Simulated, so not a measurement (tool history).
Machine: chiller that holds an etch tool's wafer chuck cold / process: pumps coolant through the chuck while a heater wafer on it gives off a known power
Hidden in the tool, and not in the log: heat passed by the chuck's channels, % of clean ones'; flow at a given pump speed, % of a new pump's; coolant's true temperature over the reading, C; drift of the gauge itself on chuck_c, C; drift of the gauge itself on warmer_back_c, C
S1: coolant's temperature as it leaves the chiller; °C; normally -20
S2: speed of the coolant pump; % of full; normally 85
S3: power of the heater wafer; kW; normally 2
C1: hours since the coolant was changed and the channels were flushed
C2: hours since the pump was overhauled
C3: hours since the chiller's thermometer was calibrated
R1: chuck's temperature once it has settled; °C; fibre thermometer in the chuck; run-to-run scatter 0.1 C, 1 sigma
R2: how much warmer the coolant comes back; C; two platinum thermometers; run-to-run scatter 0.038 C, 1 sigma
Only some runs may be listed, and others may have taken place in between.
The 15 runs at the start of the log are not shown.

| run | day | S1 | S2 | S3 | C1 | C2 | C3 | R1 | R2 |
|---|---|---|---|---|---|---|---|---|---|
| 16 | 42.562 | -20 | 85 | 2.284 | 4500 | 2152 | 4247 | -2.7 | 8.73 |
| 17 | 45.429 | -20 | 85 | 2.284 | 4568 | 2221 | 4316 | -2.5 | 8.71 |
| 18 | 47.942 | -20 | 82 | 1.589 | 4629 | 2281 | 4376 | -7.6 | 6.23 |
| 19 | 49.617 | -20 | 95 | 1.966 | 4669 | 2321 | 4417 | -6.2 | 6.68 |
| 20 | 52.975 | -25 | 85 | 1.966 | 4750 | 2402 | 4497 | -10.3 | 7.46 |
| 21 | 55.696 | -16 | 85 | 1.96 | 4815 | 2467 | 4562 | -1 | 7.42 |
|  | 57.1 | coolant changed, channels flushed |
| 22 | 57.729 | -27 | 85 | 1.96 | 15 | 2510 | 4605 | -12.1 | 7.31 |
| 23 | 60.846 | -22 | 83 | 2.347 | 90 | 2585 | 4680 | -3.9 | 9.08 |
| 24 | 62.608 | -22 | 75 | 2.347 | 132 | 2627 | 4722 | -2.7 | 10.1 |
| 25 | 65.229 | -22 | 75 | 2.347 | 195 | 2690 | 4785 | -2.7 | 10.09 |
| 26 | 67.267 | -22 | 75 | 2.347 | 244 | 2739 | 4834 | -2.5 | 9.99 |
| 27 | 70.8 | -21 | 61 | 2.347 | 329 | 2824 | 4919 | 1.4 | 12.32 |
| 28 | 72.658 | -17 | 74 | 2.959 | 373 | 2868 | 4964 | 7.7 | 12.92 |
| 29 | 76.412 | -26 | 67 | 2.414 | 463 | 2958 | 5054 | -4.6 | 11.49 |
|  | 77.85 | chiller's thermometer calibrated |
| 30 | 78.338 | -21 | 90 | 2 | 509 | 3003 | 12 | -6.4 | 6.96 |
|  | 78.967 | gauge calibrated |
| 31 | 80.783 | -11 | 68 | 1.529 | 567 | 3062 | 70 | 2.6 | 7.5 |

Each row is a separate what-if for the run after 31, all from the same tool condition, not one after another. Results?
| A | 82.708 | -14 | 98 | 2.577 | 614 | 3108 | 117 | ? | ? |
| B | 82.708 | -22 | 75 | 1.529 | 614 | 3108 | 117 | ? | ? |
| C | 82.708 | -17 | 91 | 1.641 | 614 | 3108 | 117 | ? | ? |
| D | 82.708 | -11 | 78 | 1.021 | 614 | 3108 | 117 | ? | ? |
| E | 82.708 | -15 | 69 | 2 | 614 | 3108 | 117 | ? | ? |

| run | R1 | R2 |
|---|---|---|
| A | 3.8 | 8.71 |
| B | -9.2 | 6.76 |
| C | -5 | 6.02 |
| D | -2.7 | 4.3 |
| E | 2.6 | 9.64 |
What these runs would have given with no unlogged condition in the tool:
| run | R1 | R2 |
|---|---|---|
| A | 3.8 | 8.72 |
| B | -9.2 | 6.77 |
| C | -5 | 6.03 |
| D | -2.7 | 4.31 |
| E | 2.6 | 9.65 |
